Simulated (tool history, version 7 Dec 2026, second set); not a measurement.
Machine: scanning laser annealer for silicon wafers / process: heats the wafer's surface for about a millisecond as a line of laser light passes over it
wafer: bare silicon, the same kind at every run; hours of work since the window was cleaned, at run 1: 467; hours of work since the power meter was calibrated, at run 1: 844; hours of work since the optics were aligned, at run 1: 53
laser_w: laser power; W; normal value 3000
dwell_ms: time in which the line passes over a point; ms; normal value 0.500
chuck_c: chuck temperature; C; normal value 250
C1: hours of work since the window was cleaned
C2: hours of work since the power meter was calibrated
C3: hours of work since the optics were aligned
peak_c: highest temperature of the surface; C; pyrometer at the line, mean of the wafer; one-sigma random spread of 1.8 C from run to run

Run 1, hour 0.0: usual settings; C1 467; C2 844; C3 53. Result: peak_c 957 C.
Run 2, hour 19.1: usual settings but dwell_ms 0.494 ms; C1 478; C2 855; C3 63. Result: peak_c 951 C.
Run 3, hour 49.4: usual settings but dwell_ms 0.494 ms; C1 494; C2 871; C3 80. Result: peak_c 946 C.
Run 4, hour 77.1: usual settings but dwell_ms 0.494 ms; C1 510; C2 886; C3 95. Result: peak_c 948 C.
Run 5, hour 115.7: usual settings but dwell_ms 0.494 ms, chuck_c 244 C; C1 531; C2 908; C3 116. Result: peak_c 941 C.
Run 6, hour 139.3: usual settings; C1 544; C2 921; C3 129. Result: peak_c 947 C.
Run 7, hour 156.3: usual settings but dwell_ms 0.400 ms; C1 553; C2 930; C3 138. Result: peak_c 861 C.
Run 8, hour 177.3: usual settings but dwell_ms 0.400 ms; C1 564; C2 941; C3 150. Result: peak_c 864 C.
Run 9, hour 206.9: usual settings; C1 581; C2 958; C3 166. Result: peak_c 947 C.
Run 10, hour 245.6: usual settings; C1 602; C2 979; C3 187. Result: peak_c 949 C.
Run 11, hour 267.5: usual settings but laser_w 2921 W, dwell_ms 0.594 ms, chuck_c 273 C; C1 614; C2 991; C3 199. Result: peak_c 1016 C.
Run 12, hour 302.0: usual settings but laser_w 2975 W, dwell_ms 0.565 ms, chuck_c 281 C; C1 633; C2 1010; C3 218. Result: peak_c 1016 C.
Run 13, hour 330.7: usual settings but laser_w 2552 W, dwell_ms 0.393 ms, chuck_c 290 C; C1 648; C2 1025; C3 234. Result: peak_c 778 C.
Run 14, hour 359.1: usual settings but laser_w 2758 W, dwell_ms 0.613 ms, chuck_c 210 C; C1 664; C2 1041; C3 249. Result: peak_c 904 C.
Run 15, hour 395.7: usual settings but laser_w 3114 W, dwell_ms 0.513 ms, chuck_c 280 C; C1 684; C2 1061; C3 269. Result: peak_c 1014 C.
Run 16, hour 413.8: usual settings but laser_w 2971 W, chuck_c 257 C; C1 694; C2 1071; C3 279. Result: peak_c 936 C.
Run 17, hour 453.5: usual settings but dwell_ms 0.423 ms, chuck_c 241 C; C1 716; C2 1093; C3 301. Result: peak_c 865 C.
Run 18, hour 475.2: usual settings but laser_w 2813 W, dwell_ms 0.600 ms, chuck_c 231 C; C1 728; C2 1105; C3 313. Result: peak_c 933 C.
At hour 491.1: window over the wafer cleaned.
Run 19, hour 510.2: usual settings but laser_w 2813 W, dwell_ms 0.600 ms, chuck_c 231 C; C1 10; C2 1123; C3 331. Result: peak_c 965 C.

Hidden condition of the tool, last listed run before each entry between runs versus first listed run after:
Runs 18 to 19: window over the wafer cleaned (hour 491.1)
  light that passes the window, % of a clean one's: 96.27 -> 99.9; laser's true power over the reading, %: 0.15 -> 0.16; width of the line over the set one, %: 1.96 -> 2.08
  what was measured, less what the result would be without the hidden state, peak_c: -45 -> -11 C
